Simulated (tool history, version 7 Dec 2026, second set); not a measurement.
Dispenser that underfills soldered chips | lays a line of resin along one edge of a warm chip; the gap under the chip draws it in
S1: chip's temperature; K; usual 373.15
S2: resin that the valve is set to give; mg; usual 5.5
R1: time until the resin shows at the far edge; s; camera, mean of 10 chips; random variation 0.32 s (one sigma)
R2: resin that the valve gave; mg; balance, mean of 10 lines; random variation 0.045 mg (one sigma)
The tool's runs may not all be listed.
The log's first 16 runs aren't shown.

run,hour,S1,S2,R1,R2
# hour 166.8: new syringe of resin
17,174,384.15,5.74,11.5,5.68
# hour 179.8: new syringe of resin
18,186.6,384.15,5.74,11,5.59
# hour 193.1: new syringe of resin
19,193.4,387.15,5.82,6.9,5.74
20,201.9,372.15,7.1,17.2,6.96
# hour 206.9: new syringe of resin
21,211.4,366.15,6.94,18,6.87
22,218.1,373.15,5.61,20.2,5.49
# hour 219.7: new syringe of resin
23,227.4,375.15,5.72,15,5.6
# hour 232.9: new syringe of resin
24,235.6,375.15,5.72,12.5,5.53
# hour 245.9: new syringe of resin
25,249.3,375.15,5.72,12.5,5.5
26,256.2,372.15,4.85,20.3,4.7
# hour 259.9: new syringe of resin
27,263.5,383.15,5.16,10.1,5.02
28,271.6,378.15,6.1,16.9,5.85
# hour 273.7: new syringe of resin
29,279,372.15,6.48,14.8,6.26
# hour 287: new syringe of resin
30,290.4,386.15,6.37,9.1,6.11
# hour 299.7: new syringe of resin
31,304.3,367.15,5.29,18.8,4.96

Forecast each of these 3 alternatives for the next run:
# hour 312.9: new syringe of resin
A,318.6,358.15,4.79,?,?
# hour 312.9: new syringe of resin
B,318.6,380.15,7.08,?,?
# hour 312.9: new syringe of resin
C,318.6,369.15,4.9,?,?

run,R1,R2
A,28,4.48
B,11.3,6.59
C,19.5,4.54
Without the tool's hidden state the same runs would have given:
run,R1,R2
A,20.1,4.75
B,8.1,6.99
C,14.3,4.81

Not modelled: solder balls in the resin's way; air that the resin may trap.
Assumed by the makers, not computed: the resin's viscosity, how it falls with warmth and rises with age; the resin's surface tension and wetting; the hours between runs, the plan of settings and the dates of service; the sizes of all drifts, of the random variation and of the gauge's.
